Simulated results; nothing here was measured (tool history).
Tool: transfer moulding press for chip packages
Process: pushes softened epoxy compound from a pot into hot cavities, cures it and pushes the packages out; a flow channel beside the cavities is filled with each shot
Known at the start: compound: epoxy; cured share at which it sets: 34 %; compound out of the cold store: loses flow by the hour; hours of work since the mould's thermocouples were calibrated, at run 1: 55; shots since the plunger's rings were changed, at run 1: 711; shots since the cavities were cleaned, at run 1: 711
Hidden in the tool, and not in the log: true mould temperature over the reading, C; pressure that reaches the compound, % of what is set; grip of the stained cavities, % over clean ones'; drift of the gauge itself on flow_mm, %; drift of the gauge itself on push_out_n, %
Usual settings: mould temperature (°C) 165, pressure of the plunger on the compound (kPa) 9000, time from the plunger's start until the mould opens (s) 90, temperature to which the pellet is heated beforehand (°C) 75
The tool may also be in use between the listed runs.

| run | day | mould temperature (°C) | pressure of the plunger on the compound (kPa) | time from the plunger's start until the mould opens (s) | temperature to which the pellet is heated beforehand (°C) | hours of work since the mould's thermocouples were calibrated | shots since the plunger's rings were changed | shots since the cavities were cleaned | incoming compound's hours out of the cold store | length that the compound runs in the flow channel (mm) | greatest force on the pins that push the packages out (N) |
|---|---|---|---|---|---|---|---|---|---|---|---|
| 1 | 0 | 165 | 9000 | 90 | 75 | 55 | 711 | 711 | 29 | 528 | 626 |
|  | 0.292 | cavities cleaned with cleaning compound and waxed |
| 2 | 0.292 | 165 | 9000 | 112 | 75 | 59 | 785 | 0 | 47 | 491 | 642 |
| 3 | 0.629 | 165 | 9000 | 90 | 75 | 65 | 894 | 109 | 44.2 | 498 | 693 |
|  | 1.017 | cavities cleaned with cleaning compound and waxed, once more |
| 4 | 1.017 | 165 | 9000 | 90 | 75 | 70 | 999 | 0 | 37.1 | 510 | 411 |
| 5 | 1.221 | 165 | 10910 | 90 | 75 | 73 | 1065 | 66 | 34.7 | 568 | 434 |
| 6 | 1.404 | 165 | 10910 | 90 | 75 | 76 | 1125 | 126 | 21.6 | 592 | 478 |
| 7 | 1.679 | 165 | 9000 | 90 | 70 | 81 | 1214 | 215 | 31.6 | 516 | 506 |
| 8 | 1.862 | 165 | 9000 | 90 | 70 | 84 | 1274 | 275 | 18.6 | 541 | 555 |
| 9 | 2.238 | 165 | 9000 | 90 | 70 | 90 | 1395 | 396 | 21.6 | 535 | 589 |
| 10 | 2.546 | 165 | 9000 | 90 | 70 | 96 | 1495 | 496 | 47.2 | 487 | 578 |
| 11 | 2.933 | 165 | 9000 | 90 | 70 | 102 | 1621 | 622 | 11.4 | 556 | 614 |
| 12 | 3.192 | 165 | 9000 | 90 | 76 | 106 | 1704 | 705 | 37.8 | 505 | 633 |
| 13 | 3.396 | 165 | 6810 | 90 | 75 | 110 | 1770 | 771 | 16.9 | 475 | 643 |
|  | 3.475 | cavities cleaned with cleaning compound and waxed |
| 14 | 3.696 | 165 | 9000 | 90 | 75 | 114 | 1847 | 71 | 20.1 | 533 | 447 |
| 15 | 4.104 | 165 | 9000 | 90 | 75 | 121 | 1980 | 204 | 35.5 | 507 | 498 |
| 16 | 4.296 | 159 | 9000 | 90 | 85 | 124 | 2041 | 265 | 14.6 | 564 | 768 |
| 17 | 4.521 | 165 | 8050 | 83 | 77 | 128 | 2114 | 338 | 9.5 | 527 | 624 |
| 18 | 4.879 | 169 | 7640 | 90 | 75 | 134 | 2230 | 454 | 44.3 | 446 | 508 |
| 19 | 5.146 | 169 | 7490 | 90 | 75 | 138 | 2316 | 540 | 41.7 | 441 | 546 |
| 20 | 5.362 | 169 | 7040 | 90 | 66 | 142 | 2386 | 610 | 13.4 | 473 | 552 |
| 21 | 5.733 | 169 | 7040 | 90 | 66 | 148 | 2507 | 731 | 8.4 | 487 | 577 |
|  | 5.95 | cavities cleaned with cleaning compound and waxed |
| 22 | 6 | 169 | 7040 | 90 | 66 | 151 | 2574 | 16 | 23.8 | 457 | 379 |
| 23 | 6.271 | 161 | 10250 | 99 | 66 | 156 | 2661 | 103 | 27.5 | 563 | 523 |
| 24 | 6.512 | 161 | 10250 | 99 | 81 | 160 | 2740 | 182 | 22.3 | 573 | 543 |
| 25 | 6.788 | 173 | 7380 | 99 | 83 | 165 | 2828 | 270 | 13.6 | 476 | 488 |
| 26 | 7.15 | 165 | 9000 | 90 | 72 | 171 | 2946 | 388 | 20.6 | 530 | 563 |
| 27 | 7.446 | 165 | 10140 | 90 | 74 | 176 | 3041 | 483 | 39.3 | 525 | 590 |
| 28 | 7.758 | 171 | 7120 | 96 | 75 | 181 | 3143 | 585 | 46.5 | 416 | 526 |
| 29 | 8.167 | 165 | 8430 | 90 | 75 | 188 | 3275 | 717 | 27.7 | 494 | 633 |

Forecast each of these 3 alternatives for the next run:
|  | 8.412 | cavities cleaned with cleaning compound and waxed |
| A | 8.583 | 171 | 9000 | 90 | 75 | 194 | 3390 | 55 | 36.7 | ? | ? |
|  | 8.412 | cavities cleaned with cleaning compound and waxed |
| B | 8.583 | 165 | 7620 | 84 | 75 | 194 | 3390 | 55 | 36.6 | ? | ? |
|  | 8.412 | cavities cleaned with cleaning compound and waxed |
| C | 8.583 | 165 | 8430 | 86 | 78 | 194 | 3390 | 55 | 45.2 | ? | ? |

| run | length that the compound runs in the flow channel (mm) | greatest force on the pins that push the packages out (N) |
|---|---|---|
| A | 484 | 401 |
| B | 455 | 475 |
| C | 465 | 463 |
Without the tool's hidden state the same runs would have given:
| run | length that the compound runs in the flow channel (mm) | greatest force on the pins that push the packages out (N) |
|---|---|---|
| A | 507 | 377 |
| B | 477 | 445 |
| C | 487 | 435 |
